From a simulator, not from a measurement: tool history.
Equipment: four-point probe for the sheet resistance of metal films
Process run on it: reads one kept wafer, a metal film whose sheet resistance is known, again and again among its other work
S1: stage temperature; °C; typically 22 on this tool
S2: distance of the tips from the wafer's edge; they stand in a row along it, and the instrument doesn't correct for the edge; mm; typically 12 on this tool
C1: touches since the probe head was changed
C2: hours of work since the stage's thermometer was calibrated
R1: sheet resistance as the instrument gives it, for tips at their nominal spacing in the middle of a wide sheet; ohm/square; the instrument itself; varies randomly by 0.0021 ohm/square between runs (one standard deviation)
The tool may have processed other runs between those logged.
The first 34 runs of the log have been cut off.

{"run": 35, "day": 56.771, "S1": 22, "S2": 33, "C1": 107040, "C2": 331, "R1": 10.578385}
{"run": 36, "day": 58.271, "S1": 19, "S2": 3, "C1": 108649, "C2": 349, "R1": 10.83772}
{"run": 37, "day": 60.292, "S1": 19, "S2": 3, "C1": 110817, "C2": 373, "R1": 10.835876}
{"run": 38, "day": 61.425, "S1": 19, "S2": 14, "C1": 112032, "C2": 387, "R1": 10.599461}
{"run": 39, "day": 62.575, "S1": 19, "S2": 6, "C1": 113264, "C2": 400, "R1": 10.652097}
{"run": 40, "day": 64.55, "S1": 19, "S2": 6, "C1": 115384, "C2": 424, "R1": 10.650925}
{"run": 41, "day": 66.204, "S1": 20, "S2": 18, "C1": 117155, "C2": 444, "R1": 10.596453}
{"run": 42, "day": 67.958, "S1": 21, "S2": 11, "C1": 119037, "C2": 465, "R1": 10.60336}
{"run": 43, "day": 68.929, "S1": 22, "S2": 12, "C1": 120075, "C2": 476, "R1": 10.596333}
{"run": 44, "day": 70.7, "S1": 22, "S2": 63, "C1": 121976, "C2": 497, "R1": 10.58365}
{"run": 45, "day": 71.817, "S1": 26, "S2": 5, "C1": 123175, "C2": 511, "R1": 10.656705}

Alternative continuations, all from the tool just after run 45; predict every row:
{"run": "A", "day": 73.008, "S1": 33, "S2": 62, "C1": 124449, "C2": 525, "R1": "?"}
{"run": "B", "day": 73.008, "S1": 20, "S2": 7, "C1": 124449, "C2": 525, "R1": "?"}
{"run": "C", "day": 73.008, "S1": 33, "S2": 5, "C1": 124449, "C2": 525, "R1": "?"}
{"run": "D", "day": 73.008, "S1": 27, "S2": 5, "C1": 124449, "C2": 525, "R1": "?"}

run=A R1=10.548618
run=B R1=10.63466
run=C R1=10.637917
run=D R1=10.655497
With the hidden condition removed and each run's random variation left untouched, the same runs would have given:
run=A R1=10.520881
run=B R1=10.606875
run=C R1=10.609966
run=D R1=10.627575
